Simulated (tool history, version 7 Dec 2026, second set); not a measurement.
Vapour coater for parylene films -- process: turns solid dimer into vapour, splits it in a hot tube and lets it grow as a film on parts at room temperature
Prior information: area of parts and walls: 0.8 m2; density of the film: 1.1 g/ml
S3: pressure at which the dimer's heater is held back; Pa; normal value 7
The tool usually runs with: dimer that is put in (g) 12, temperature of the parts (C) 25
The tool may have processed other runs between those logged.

Run 1, hour 0: usual settings. Result: thickness of the film (µm) 6.77.
Run 2, hour 36.5: usual settings. Result: thickness of the film (µm) 6.75.
Run 3, hour 77.2: usual settings but temperature of the parts (C) 21. Result: thickness of the film (µm) 7.43.
Run 4, hour 102.2: usual settings but temperature of the parts (C) 21. Result: thickness of the film (µm) 7.37.
Run 5, hour 139.6: usual settings. Result: thickness of the film (µm) 6.77.
Run 6, hour 171.5: usual settings. Result: thickness of the film (µm) 6.71.
Run 7, hour 211.1: usual settings. Result: thickness of the film (µm) 6.66.
Run 8, hour 249.1: usual settings. Result: thickness of the film (µm) 6.68.
Run 9, hour 290.8: usual settings. Result: thickness of the film (µm) 6.68.
Run 10, hour 318.4: usual settings. Result: thickness of the film (µm) 6.64.
Run 11, hour 349.1: usual settings but temperature of the parts (C) 30, S3 10.93 Pa. Result: thickness of the film (µm) 5.28.
Run 12, hour 382: usual settings but dimer that is put in (g) 11, temperature of the parts (C) 20, S3 7.07 Pa. Result: thickness of the film (µm) 6.79.
Run 13, hour 427.9: usual settings but S3 6.4 Pa. Result: thickness of the film (µm) 6.78.

Run 14 comes next. What will it give?
Run 14, hour 473: usual settings but temperature of the parts (C) 35, S3 2.34 Pa. Result: thickness of the film (µm) ?.

{"run 14": {"thickness of the film (µm)": 6.82}}
Without the tool's hidden state the same run would have given thickness of the film (µm) 7.18.
